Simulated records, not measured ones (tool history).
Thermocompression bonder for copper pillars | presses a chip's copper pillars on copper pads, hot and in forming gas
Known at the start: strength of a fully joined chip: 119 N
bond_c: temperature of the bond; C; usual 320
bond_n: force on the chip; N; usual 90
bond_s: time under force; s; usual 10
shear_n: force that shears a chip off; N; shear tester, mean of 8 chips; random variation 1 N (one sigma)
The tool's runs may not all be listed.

Run 1, hour 0.0: usual settings. Result: shear_n 83.3 N.
Run 2, hour 13.4: usual settings. Result: shear_n 83.2 N.
Run 3, hour 22.4: usual settings. Result: shear_n 83.0 N.
Run 4, hour 33.2: usual settings. Result: shear_n 82.1 N.
Run 5, hour 41.6: usual settings. Result: shear_n 83.5 N.
Run 6, hour 51.3: usual settings. Result: shear_n 80.8 N.
Run 7, hour 60.7: usual settings but bond_n 65 N. Result: shear_n 62.6 N.
Run 8, hour 67.7: usual settings. Result: shear_n 81.3 N.
Run 9, hour 81.2: usual settings but bond_c 312 C. Result: shear_n 77.4 N.
Run 10, hour 94.8: usual settings but bond_c 326 C, bond_n 75 N, bond_s 8 s. Result: shear_n 70.6 N.
Run 11, hour 101.4: usual settings but bond_c 313 C, bond_n 62 N, bond_s 6 s. Result: shear_n 45.2 N.
Run 12, hour 113.5: usual settings but bond_c 313 C, bond_n 62 N, bond_s 6 s. Result: shear_n 45.1 N.
Run 13, hour 121.9: usual settings but bond_c 332 C, bond_n 62 N. Result: shear_n 67.5 N.
Run 14, hour 129.9: usual settings but bond_c 327 C, bond_s 13 s. Result: shear_n 91.8 N.
Run 15, hour 137.2: usual settings but bond_c 324 C, bond_n 123 N, bond_s 24 s. Result: shear_n 111.5 N.
At hour 139.2: forming gas filter changed.
Run 16, hour 145.1: usual settings but bond_n 74 N, bond_s 9 s. Result: shear_n 71.4 N.
Run 17, hour 150.8: usual settings but bond_c 333 C, bond_n 59 N. Result: shear_n 68.3 N.
Run 18, hour 159.3: usual settings but bond_c 310 C. Result: shear_n 77.4 N.

The same runs without the tool's hidden state, with the same run-to-run variation:
The hidden state here: true temperature of the bond over the reading, C; force that reaches the chip, % of what is set; oxide that the forming gas leaves, % of the face; drift of the gauge itself on shear_n, %.
run  shear_n
  1     86.5
  2     86.6
  3     86.5
  4     85.7
  5     87.1
  6     84.5
  7     65.9
  8     85.2
  9     81.4
 10     74.4
 11     48.0
 12     47.9
 13     71.4
 14     96.4
 15    116.1
 16     73.0
 17     70.0
 18     79.2
